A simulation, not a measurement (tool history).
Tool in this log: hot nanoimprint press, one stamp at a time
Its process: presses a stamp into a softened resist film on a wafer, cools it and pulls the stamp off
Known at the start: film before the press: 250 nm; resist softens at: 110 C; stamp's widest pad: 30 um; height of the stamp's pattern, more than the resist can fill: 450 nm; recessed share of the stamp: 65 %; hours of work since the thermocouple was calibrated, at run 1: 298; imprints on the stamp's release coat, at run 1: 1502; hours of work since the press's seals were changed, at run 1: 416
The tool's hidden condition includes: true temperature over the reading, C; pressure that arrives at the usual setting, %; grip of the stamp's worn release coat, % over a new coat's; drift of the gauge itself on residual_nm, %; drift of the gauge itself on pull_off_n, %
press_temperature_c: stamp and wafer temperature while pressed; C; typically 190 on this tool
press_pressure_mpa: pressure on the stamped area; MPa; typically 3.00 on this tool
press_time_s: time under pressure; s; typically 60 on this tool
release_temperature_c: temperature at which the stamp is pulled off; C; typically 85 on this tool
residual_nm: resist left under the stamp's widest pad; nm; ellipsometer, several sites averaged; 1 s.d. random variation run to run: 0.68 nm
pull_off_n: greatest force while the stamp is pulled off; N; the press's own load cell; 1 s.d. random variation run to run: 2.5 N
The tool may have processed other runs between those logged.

run   hour  press_temperature_c  press_pressure_mpa  press_time_s  release_temperature_c  hours of work since the thermocouple was calibrated  imprints on the stamp's release coat  hours of work since the press's seals were changed  residual_nm  pull_off_n
  1    0.0                  190                3.00            60                     85                                                  298                                  1502                                                 416        149.3         110
  2   14.3                  190                3.00            60                     85                                                  308                                  1556                                                 426        148.2         114
  3   21.8                  183                3.00            60                     85                                                  313                                  1584                                                 431        172.2         117
  4   33.6                  183                3.00            60                     85                                                  321                                  1628                                                 439        171.1         112
  5   41.2                  183                3.00            60                     85                                                  326                                  1657                                                 444        170.8         114
  6   50.3                  183                3.00            60                     85                                                  332                                  1691                                                 450        170.5         114
  7   61.7                  190                3.00            60                     89                                                  340                                  1734                                                 458        147.5         109
  8   71.4                  190                3.00            60                     89                                                  346                                  1771                                                 465        148.9         111
  9   84.1                  190                3.00            60                     89                                                  355                                  1818                                                 473        148.6         110
 10   91.3                  190                3.00            60                     89                                                  360                                  1845                                                 478        148.7         109
 11  103.8                  190                3.00            60                     89                                                  368                                  1892                                                 487        148.8         112
 12  116.8                  190                3.00            60                     85                                                  377                                  1941                                                 495        148.3         114
 13  130.6                  190                3.00            91                     85                                                  387                                  1993                                                 505        128.8         113
 14  140.3                  190                3.00            91                     85                                                  393                                  2030                                                 511        128.6         115
 15  147.3                  190                3.00            49                     85                                                  398                                  2056                                                 516        157.4         116
     157.6  -- stamp cleaned and given a new release coat
 16  162.3                  190                3.00            49                     85                                                  404                                    18                                                 522        158.0         114
 17  172.3                  190                3.00            49                     85                                                  411                                    56                                                 529        156.5         111
 18  179.9                  200                2.62            84                     85                                                  416                                    84                                                 534        111.8         112
 19  194.3                  190                2.49            32                     85                                                  426                                   138                                                 544        184.3         116
 20  208.9                  190                3.37            93                     78                                                  435                                   193                                                 554        122.2         119
 21  220.0                  190                2.68            33                     77                                                  443                                   235                                                 561        179.7         122
 22  226.9                  187                3.96            92                     75                                                  448                                   261                                                 566        122.8         123
 23  238.5                  187                3.96            92                     75                                                  456                                   305                                                 574        124.5         127
 24  250.3                  200                3.25            78                     89                                                  464                                   349                                                 582        103.7         107
 25  258.3                  200                3.25            78                     89                                                  469                                   379                                                 587        104.4         104
 26  269.3                  201                3.25            78                     86                                                  476                                   420                                                 595        101.7         112
 27  276.7                  199                2.76           105                     87                                                  481                                   448                                                 600        100.9         110
     290.3  -- plate thermocouple calibrated
 28  293.1                  192                4.52           105                     87                                                    2                                   499                                                 609         97.4         113
 29  307.1                  192                2.59           105                     87                                                   11                                   551                                                 618        121.0         107

Here are 5 independent what-if runs from the current tool condition. What would each one return?
  A  313.3                  192                3.14            37                     87                                                   16                                   574                                                 622            ?           ?
  B  313.3                  193                3.56           105                     75                                                   16                                   574                                                 622            ?           ?
  C  313.3                  190                3.00            60                     79                                                   16                                   574                                                 622            ?           ?
  D  313.3                  184                2.12            44                     85                                                   16                                   574                                                 622            ?           ?
  E  313.3                  192                2.59            93                     87                                                   16                                   574                                                 622            ?           ?

run  residual_nm  pull_off_n
  A        161.0         107
  B        105.5         127
  C        146.8         116
  D        191.7         113
  E        127.5         111
Stripped of hidden state, with their random variation kept, the same runs would have yielded:
run  residual_nm  pull_off_n
  A        164.2         106
  B        107.5         126
  C        149.7         116
  D        195.5         112
  E        130.0         111

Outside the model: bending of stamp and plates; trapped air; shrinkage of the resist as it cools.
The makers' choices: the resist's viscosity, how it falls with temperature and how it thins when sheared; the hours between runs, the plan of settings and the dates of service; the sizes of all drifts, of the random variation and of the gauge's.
